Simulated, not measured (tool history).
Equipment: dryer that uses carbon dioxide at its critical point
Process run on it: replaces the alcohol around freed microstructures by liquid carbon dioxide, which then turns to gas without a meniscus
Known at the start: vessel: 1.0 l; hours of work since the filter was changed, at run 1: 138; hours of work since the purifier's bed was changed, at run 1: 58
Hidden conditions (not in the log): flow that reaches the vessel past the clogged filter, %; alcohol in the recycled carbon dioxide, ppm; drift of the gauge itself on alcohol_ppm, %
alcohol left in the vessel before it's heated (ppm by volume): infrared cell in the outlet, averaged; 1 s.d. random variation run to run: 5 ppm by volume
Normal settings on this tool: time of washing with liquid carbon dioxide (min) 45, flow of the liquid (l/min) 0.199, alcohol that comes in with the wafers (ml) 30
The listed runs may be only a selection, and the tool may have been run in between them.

| run | hour | time of washing with liquid carbon dioxide (min) | flow of the liquid (l/min) | alcohol that comes in with the wafers (ml) | hours of work since the filter was changed | hours of work since the purifier's bed was changed | alcohol left in the vessel before it's heated (ppm by volume) |
|---|---|---|---|---|---|---|---|
| 1 | 0.0 | 45 | 0.199 | 30 | 138 | 58 | 42 |
| 2 | 5.8 | 45 | 0.199 | 30 | 141 | 61 | 31 |
| 3 | 10.0 | 45 | 0.127 | 30 | 143 | 63 | 234 |
| 4 | 16.3 | 38 | 0.199 | 30 | 146 | 66 | 64 |
| 5 | 25.6 | 38 | 0.199 | 30 | 151 | 71 | 68 |
| 6 | 29.7 | 38 | 0.199 | 80 | 153 | 73 | 144 |
| 7 | 37.6 | 45 | 0.199 | 44 | 157 | 76 | 34 |
| 8 | 42.7 | 45 | 0.199 | 44 | 159 | 79 | 43 |
| 9 | 46.9 | 45 | 0.199 | 44 | 161 | 81 | 51 |
| 10 | 51.2 | 45 | 0.220 | 30 | 163 | 83 | 29 |
| 11 | 58.2 | 45 | 0.199 | 30 | 167 | 86 | 41 |
| 12 | 65.1 | 45 | 0.199 | 30 | 170 | 90 | 35 |
| 13 | 70.9 | 32 | 0.176 | 30 | 173 | 93 | 263 |
| 14 | 79.6 | 45 | 0.144 | 28 | 177 | 97 | 133 |
| 15 | 83.7 | 45 | 0.144 | 28 | 179 | 99 | 130 |
| 16 | 88.0 | 45 | 0.137 | 40 | 181 | 101 | 224 |
| 17 | 95.2 | 57 | 0.278 | 51 | 185 | 104 | 26 |
| 18 | 99.5 | 57 | 0.278 | 51 | 187 | 106 | 29 |
| 19 | 104.7 | 41 | 0.183 | 27 | 189 | 109 | 66 |
| 20 | 110.6 | 57 | 0.294 | 30 | 192 | 112 | 42 |
| 21 | 116.0 | 45 | 0.199 | 23 | 195 | 114 | 49 |
| 22 | 119.9 | 45 | 0.199 | 23 | 197 | 116 | 39 |
| 23 | 128.4 | 66 | 0.313 | 69 | 201 | 120 | 27 |
| 24 | 134.7 | 70 | 0.227 | 30 | 204 | 124 | 34 |

Here are 4 independent what-if runs from the current tool condition. What would each one return?
| A | 143.6 | 70 | 0.227 | 65 | 208 | 128 | ? |
| B | 143.6 | 45 | 0.288 | 20 | 208 | 128 | ? |
| C | 143.6 | 42 | 0.199 | 57 | 208 | 128 | ? |
| D | 143.6 | 67 | 0.199 | 30 | 208 | 128 | ? |

| run | alcohol left in the vessel before it's heated (ppm by volume) |
|---|---|
| A | 35 |
| B | 36 |
| C | 83 |
| D | 30 |
Had the tool no hidden state, the same runs would have come out as:
| run | alcohol left in the vessel before it's heated (ppm by volume) |
|---|---|
| A | 6 |
| B | 8 |
| C | 41 |
| D | 2 |
